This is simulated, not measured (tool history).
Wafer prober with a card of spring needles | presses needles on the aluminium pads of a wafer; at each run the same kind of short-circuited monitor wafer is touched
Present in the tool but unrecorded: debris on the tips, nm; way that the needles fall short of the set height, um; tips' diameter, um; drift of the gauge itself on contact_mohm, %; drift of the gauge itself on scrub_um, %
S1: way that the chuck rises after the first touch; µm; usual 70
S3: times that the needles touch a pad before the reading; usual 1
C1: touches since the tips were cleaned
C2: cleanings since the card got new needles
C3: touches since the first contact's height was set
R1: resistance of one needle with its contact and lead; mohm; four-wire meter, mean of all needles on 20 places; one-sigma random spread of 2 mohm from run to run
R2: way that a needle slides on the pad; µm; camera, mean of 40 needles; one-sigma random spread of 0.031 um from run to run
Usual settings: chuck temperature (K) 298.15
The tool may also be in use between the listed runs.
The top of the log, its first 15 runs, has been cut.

{"hour": 267.8, "done": "tips cleaned on abrasive film"}
{"hour": 279.1, "done": "tips cleaned on abrasive film"}
{"hour": 291.2, "done": "tips cleaned on abrasive film"}
{"run": 16, "hour": 291.2, "S1": 70, "chuck temperature (K)": 312.15, "S3": 1, "C1": 0, "C2": 30, "C3": 30235, "R1": 229, "R2": 16.44}
{"hour": 303.5, "done": "tips cleaned on abrasive film"}
{"run": 17, "hour": 304.9, "S1": 70, "chuck temperature (K)": 312.15, "S3": 1, "C1": 569, "C2": 31, "C3": 35640, "R1": 246, "R2": 16.4}
{"hour": 315.6, "done": "tips cleaned on abrasive film"}
{"run": 18, "hour": 317.2, "S1": 78, "chuck temperature (K)": 363.15, "S3": 1, "C1": 669, "C2": 32, "C3": 40469, "R1": 253, "R2": 18.23}
{"hour": 327.8, "done": "tips cleaned on abrasive film"}
{"hour": 339.9, "done": "tips cleaned on abrasive film"}
{"run": 19, "hour": 340.7, "S1": 54, "chuck temperature (K)": 333.15, "S3": 1, "C1": 298, "C2": 34, "C3": 49653, "R1": 250, "R2": 12.54}
{"hour": 352.2, "done": "tips cleaned on abrasive film"}
{"run": 20, "hour": 352.8, "S1": 75, "chuck temperature (K)": 333.15, "S3": 2, "C1": 250, "C2": 35, "C3": 54433, "R1": 237, "R2": 17.53}
{"hour": 365.7, "done": "tips cleaned on abrasive film"}
{"run": 21, "hour": 367.4, "S1": 75, "chuck temperature (K)": 333.15, "S3": 2, "C1": 677, "C2": 36, "C3": 60136, "R1": 242, "R2": 17.44}
{"hour": 377.5, "done": "tips cleaned on abrasive film"}
{"run": 22, "hour": 385.2, "S1": 75, "chuck temperature (K)": 333.15, "S3": 2, "C1": 3049, "C2": 37, "C3": 67161, "R1": 250, "R2": 17.48}
{"hour": 388.9, "done": "tips cleaned on abrasive film"}
{"hour": 401.2, "done": "tips cleaned on abrasive film"}
{"run": 23, "hour": 401.3, "S1": 71, "chuck temperature (K)": 333.15, "S3": 2, "C1": 29, "C2": 39, "C3": 73420, "R1": 236, "R2": 16.42}
{"hour": 413.9, "done": "tips cleaned on abrasive film"}
{"run": 24, "hour": 417.3, "S1": 89, "chuck temperature (K)": 315.15, "S3": 2, "C1": 1347, "C2": 40, "C3": 79736, "R1": 232, "R2": 20.69}
{"hour": 425.6, "done": "tips cleaned on abrasive film"}
{"hour": 436.9, "done": "tips cleaned on abrasive film"}
{"run": 25, "hour": 440.2, "S1": 89, "chuck temperature (K)": 315.15, "S3": 2, "C1": 1304, "C2": 42, "C3": 88692, "R1": 237, "R2": 20.65}
{"hour": 449.1, "done": "tips cleaned on abrasive film"}
{"run": 26, "hour": 457.4, "S1": 79, "chuck temperature (K)": 298.15, "S3": 1, "C1": 3257, "C2": 43, "C3": 95459, "R1": 263, "R2": 18.19}

Estimate the outcome of run 27 from the log above:
{"hour": 461.5, "done": "tips cleaned on abrasive film"}
{"run": 27, "hour": 471.1, "S1": 79, "chuck temperature (K)": 298.15, "S3": 1, "C1": 3807, "C2": 44, "C3": 100850, "R1": "?", "R2": "?"}

Run 27 measured R1 266 mohm, R2 18.23 µm.
Had the tool carried no hidden state, the very same run would have given R1 226 mohm, R2 18.68 µm.
